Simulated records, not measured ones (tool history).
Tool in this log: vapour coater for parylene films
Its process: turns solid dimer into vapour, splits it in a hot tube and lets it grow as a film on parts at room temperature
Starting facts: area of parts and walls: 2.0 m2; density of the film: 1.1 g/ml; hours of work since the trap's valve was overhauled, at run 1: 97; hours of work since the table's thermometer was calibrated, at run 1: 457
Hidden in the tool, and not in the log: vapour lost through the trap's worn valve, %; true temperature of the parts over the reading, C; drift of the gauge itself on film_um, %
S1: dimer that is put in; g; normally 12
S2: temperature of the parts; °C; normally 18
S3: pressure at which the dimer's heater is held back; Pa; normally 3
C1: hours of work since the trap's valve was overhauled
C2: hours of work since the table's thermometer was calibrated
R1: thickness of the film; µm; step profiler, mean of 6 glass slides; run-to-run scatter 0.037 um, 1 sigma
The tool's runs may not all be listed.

Run 1, hour 0: usual settings; C1 97; C2 457. Result: R1 3.82 µm.
Run 2, hour 71.6: usual settings; C1 134; C2 494. Result: R1 3.75 µm.
Run 3, hour 149.2: usual settings; C1 174; C2 534. Result: R1 3.78 µm.
Run 4, hour 187.4: usual settings but S1 6 g; C1 194; C2 554. Result: R1 1.84 µm.
Run 5, hour 243.8: usual settings but S1 6 g; C1 223; C2 583. Result: R1 1.81 µm.
Run 6, hour 280.3: usual settings but S1 6 g; C1 242; C2 602. Result: R1 1.83 µm.
Run 7, hour 323.1: usual settings; C1 264; C2 624. Result: R1 3.7 µm.
Run 8, hour 370.2: usual settings but S3 2.67 Pa; C1 288; C2 649. Result: R1 3.71 µm.
Run 9, hour 445.3: usual settings but S3 2.67 Pa; C1 327; C2 687. Result: R1 3.62 µm.
Run 10, hour 508.5: usual settings but S2 11 °C; C1 360; C2 720. Result: R1 4.85 µm.
Run 11, hour 577.9: usual settings but S2 11 °C; C1 396; C2 756. Result: R1 4.84 µm.
Run 12, hour 628.5: usual settings but S2 11 °C, S3 3.01 Pa; C1 422; C2 782. Result: R1 4.75 µm.
Run 13, hour 673.3: usual settings but S2 11 °C, S3 3.01 Pa; C1 445; C2 805. Result: R1 4.76 µm.
Run 14, hour 740.6: usual settings but S2 11 °C, S3 3.01 Pa; C1 480; C2 840. Result: R1 4.8 µm.
Run 15, hour 784.8: usual settings but S3 5.69 Pa; C1 503; C2 863. Result: R1 3.28 µm.
Run 16, hour 828.9: usual settings but S3 5.69 Pa; C1 525; C2 886. Result: R1 3.28 µm.
Run 17, hour 887.5: usual settings but S3 7.76 Pa; C1 556; C2 916. Result: R1 3.18 µm.
Run 18, hour 937.6: usual settings but S3 7.76 Pa; C1 582; C2 942. Result: R1 3.19 µm.
At hour 947.9: trap's valve overhauled.
Run 19, hour 1005.8: usual settings but S1 6 g; C1 30; C2 975. Result: R1 1.59 µm.
Run 20, hour 1058.8: usual settings; C1 57; C2 1002. Result: R1 3.15 µm.
At hour 1110.5: trap's valve overhauled, once more.
Run 21, hour 1126.6: usual settings but S2 25 °C, S3 9.2 Pa; C1 8; C2 1035. Result: R1 2.58 µm.
Run 22, hour 1169: usual settings but S2 25 °C, S3 9.2 Pa; C1 30; C2 1057. Result: R1 2.59 µm.
Run 23, hour 1235.1: usual settings but S1 9 g, S2 27 °C, S3 9.47 Pa; C1 64; C2 1091. Result: R1 1.75 µm.
Run 24, hour 1290.9: usual settings but S1 9 g, S2 27 °C, S3 9.47 Pa; C1 93; C2 1120. Result: R1 1.71 µm.
Run 25, hour 1350.7: usual settings but S1 6 g, S2 11 °C, S3 3.04 Pa; C1 124; C2 1151. Result: R1 2.51 µm.
Run 26, hour 1403.2: usual settings but S1 6 g, S2 23 °C, S3 6.24 Pa; C1 151; C2 1178. Result: R1 1.38 µm.
Run 27, hour 1476.9: usual settings but S1 6 g, S2 23 °C, S3 6.24 Pa; C1 189; C2 1216. Result: R1 1.45 µm.
Run 28, hour 1529.8: usual settings but S1 6 g, S2 26 °C, S3 2.04 Pa; C1 217; C2 1244. Result: R1 1.28 µm.
Run 29, hour 1607: usual settings but S1 11 g, S2 16 °C; C1 257; C2 1284. Result: R1 3.71 µm.
Run 30, hour 1683.8: usual settings but S1 11 g, S2 16 °C; C1 296; C2 1323. Result: R1 3.71 µm.
Run 31, hour 1737.1: usual settings but S1 6 g, S2 15 °C, S3 3.85 Pa; C1 324; C2 1351. Result: R1 2.03 µm.
Run 32, hour 1796: usual settings but S1 17 g, S2 20 °C, S3 10.93 Pa; C1 354; C2 1381. Result: R1 4.17 µm.
Run 33, hour 1864.3: usual settings but S1 19 g, S2 26 °C, S3 10.93 Pa; C1 389; C2 1416. Result: R1 3.5 µm.
Run 34, hour 1909.2: usual settings but S1 19 g, S2 26 °C, S3 10.93 Pa; C1 413; C2 1440. Result: R1 3.55 µm.

Estimate the outcome of run 35 from the log above:
Run 35, hour 1946.8: usual settings but S1 19 g, S2 22 °C, S3 10.93 Pa; C1 432; C2 1459. Result: R1 ?.

R1: 4.15 µm
With the hidden condition absent and the run-to-run variation left alone, this run would have shown R1 4.57 µm.
